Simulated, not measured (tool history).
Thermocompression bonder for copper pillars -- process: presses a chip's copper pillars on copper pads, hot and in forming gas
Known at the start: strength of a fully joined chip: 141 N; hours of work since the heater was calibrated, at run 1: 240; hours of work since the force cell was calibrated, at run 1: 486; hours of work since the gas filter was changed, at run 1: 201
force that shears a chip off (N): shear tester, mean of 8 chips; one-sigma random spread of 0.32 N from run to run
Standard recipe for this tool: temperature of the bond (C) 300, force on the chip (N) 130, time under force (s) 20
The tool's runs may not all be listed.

run,day,temperature of the bond (C),force on the chip (N),time under force (s),hours of work since the heater was calibrated,hours of work since the force cell was calibrated,hours of work since the gas filter was changed,force that shears a chip off (N)
1,0.000,300,130,20,240,486,201,79.4
2,0.425,300,130,20,247,493,208,78.7
3,0.717,295,130,20,252,498,213,74.4
# day 1.079: forming gas filter changed
4,1.104,295,130,20,259,505,0,81.1
5,1.533,295,130,20,267,512,8,80.6
6,1.708,300,130,20,270,516,11,85.7
7,1.892,300,130,47,273,519,14,107.4
8,2.250,300,130,47,279,525,21,107.3
9,2.429,300,130,47,283,528,24,107.0
10,2.725,300,130,47,288,534,29,107.5
11,3.054,300,130,47,294,539,35,106.9
12,3.321,294,130,20,298,544,40,78.7
13,3.521,300,130,20,302,548,43,85.0
14,3.717,300,84,20,305,551,47,69.5
15,4.117,300,84,20,312,558,54,69.4
16,4.304,300,126,20,316,562,57,83.8
17,4.562,300,130,20,320,566,62,84.1
18,4.846,300,139,20,325,571,67,86.6
19,5.204,300,139,20,332,578,73,86.7
20,5.596,300,139,20,339,585,80,86.7
21,5.950,285,123,10,345,591,87,52.7
22,6.338,291,130,20,352,598,93,74.9
23,6.658,288,112,20,358,603,99,67.0
24,6.875,296,112,49,361,607,103,97.1
25,7.279,296,112,49,369,614,110,96.9
26,7.658,296,112,49,375,621,117,96.8
27,7.904,296,112,36,380,626,121,88.4
28,8.217,322,130,20,385,631,127,103.1
29,8.421,273,151,31,389,635,130,71.9
30,8.767,295,132,14,395,641,136,69.7
31,9.050,295,132,14,400,646,141,70.0
32,9.467,295,132,14,407,653,149,70.0
33,9.754,295,132,14,413,658,154,69.6
34,10.162,295,132,14,420,666,161,69.5
35,10.342,326,185,20,423,669,164,114.4

Run 36 has not been measured yet. What should we expect?
36,10.533,298,94,12,426,672,168,?

Run 36 yielded force that shears a chip off (N) 57.8.
Minus the tool's unlogged condition, the same run would have read force that shears a chip off (N) 57.1.
